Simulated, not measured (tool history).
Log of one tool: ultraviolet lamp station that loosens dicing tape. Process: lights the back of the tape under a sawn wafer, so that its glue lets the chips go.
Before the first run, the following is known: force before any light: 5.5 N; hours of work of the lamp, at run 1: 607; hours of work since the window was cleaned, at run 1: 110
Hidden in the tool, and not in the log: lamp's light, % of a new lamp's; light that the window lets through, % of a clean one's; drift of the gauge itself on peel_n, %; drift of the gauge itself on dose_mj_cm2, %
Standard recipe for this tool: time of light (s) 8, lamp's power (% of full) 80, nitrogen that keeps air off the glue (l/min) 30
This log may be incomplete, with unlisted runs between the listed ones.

run    hour  time of light (s)  lamp's power (% of full)  nitrogen that keeps air off the glue (l/min)  hours of work of the lamp  hours of work since the window was cleaned  force that peels the tape off (N)  light that reached the tape (mJ/cm²)
  1     0.0                  8                        80                                            30                        607                                         110                              0.375                                   279
  2    35.2                  8                        80                                            30                        626                                         129                              0.373                                   275
  3    76.8                  8                        80                                            30                        648                                         151                              0.399                                   272
  4   116.0                  8                        80                                            30                        669                                         171                              0.407                                   265
  5   161.7                  8                        95                                            30                        693                                         196                              0.315                                   312
      214.5  -- window cleaned of glue's vapour
  6   231.4                  8                        95                                            30                        730                                           9                              0.344                                   293
  7   291.5                  8                        80                                            30                        761                                          41                              0.478                                   239
  8   351.1                  8                        80                                            30                        793                                          72                              0.498                                   227
  9   418.4                  5                        80                                            30                        829                                         108                              1.074                                   138
 10   447.5                  8                        80                                            30                        844                                         123                              0.548                                   216
 11   497.7                  8                        74                                            30                        871                                         150                              0.622                                   199
      525.5  -- window cleaned of glue's vapour, once more
 12   564.3                  8                        74                                            30                        906                                          21                              0.416                                   256
 13   618.8                  8                        74                                            30                        935                                          49                              0.453                                   245
 14   660.5                  8                        74                                            30                        957                                          72                              0.472                                   242
 15   720.6                  8                        80                                            30                        988                                         103                              0.444                                   251
 16   776.0                 12                        80                                            30                       1018                                         133                              0.278                                   376
 17   831.4                 12                        80                                            30                       1047                                         162                              0.279                                   365
 18   868.0                 12                        80                                            30                       1067                                         181                              0.282                                   356
 19   900.2                 12                        80                                            30                       1084                                         199                              0.283                                   355
 20   928.7                 12                        96                                            30                       1099                                         214                              0.259                                   412
      948.1  -- window cleaned of glue's vapour
 21   967.2                  4                        80                                            30                       1119                                          10                              1.239                                   126
 22  1004.8                 10                        80                                            30                       1139                                          30                              0.312                                   311
 23  1061.5                 10                        80                                            30                       1169                                          60                              0.325                                   309
 24  1112.0                 10                        80                                            30                       1196                                          87                              0.335                                   298
 25  1166.5                 10                        80                                            30                       1224                                         116                              0.352                                   291
 26  1205.7                  5                        81                                            29                       1245                                         136                              1.088                                   145
 27  1263.6                 10                        76                                            30                       1276                                         167                              0.426                                   257
 28  1313.8                  6                        68                                            27                       1302                                         194                              1.204                                   139
 29  1349.6                 11                        84                                            22                       1321                                         213                              0.363                                   305
     1370.0  -- window cleaned of glue's vapour
 30  1400.0                 11                        84                                            22                       1348                                          16                              0.321                                   341
 31  1461.0                 12                        80                                            34                       1380                                          48                              0.289                                   343
 32  1514.2                  9                        73                                            46                       1408                                          76                              0.436                                   230
 33  1565.8                  6                        63                                            60                       1436                                         104                              1.017                                   133
 34  1597.4                  6                        63                                            60                       1452                                         120                              1.029                                   129
 35  1663.5                  8                        80                                            43                       1487                                         155                              0.519                                   206
 36  1692.9                  5                        70                                            41                       1503                                         171                              1.380                                   114
 37  1729.5                 13                        62                                            10                       1522                                         190                              0.692                                   257
     1792.3  -- window cleaned of glue's vapour
 38  1794.1                 13                        62                                            10                       1556                                           1                              0.577                                   281

5 ways to go on from here, each from the tool as it stands after run 38. What would each give?
  A  1842.6                  8                        77                                            30                       1582                                          27                                  ?                                     ?
  B  1842.6                 12                        84                                            19                       1582                                          27                                  ?                                     ?
  C  1842.6                  5                        80                                            26                       1582                                          27                                  ?                                     ?
  D  1842.6                  9                        62                                            57                       1582                                          27                                  ?                                     ?
  E  1842.6                  8                        80                                            60                       1582                                          27                                  ?                                     ?

run  force that peels the tape off (N)  light that reached the tape (mJ/cm²)
  A                              0.584                                   212
  B                              0.323                                   342
  C                              1.168                                   136
  D                              0.542                                   189
  E                              0.438                                   217
With no hidden state in the tool, these same runs would have given:
run  force that peels the tape off (N)  light that reached the tape (mJ/cm²)
  A                              0.281                                   350
  B                              0.227                                   568
  C                              0.533                                   226
  D                              0.274                                   314
  E                              0.247                                   361
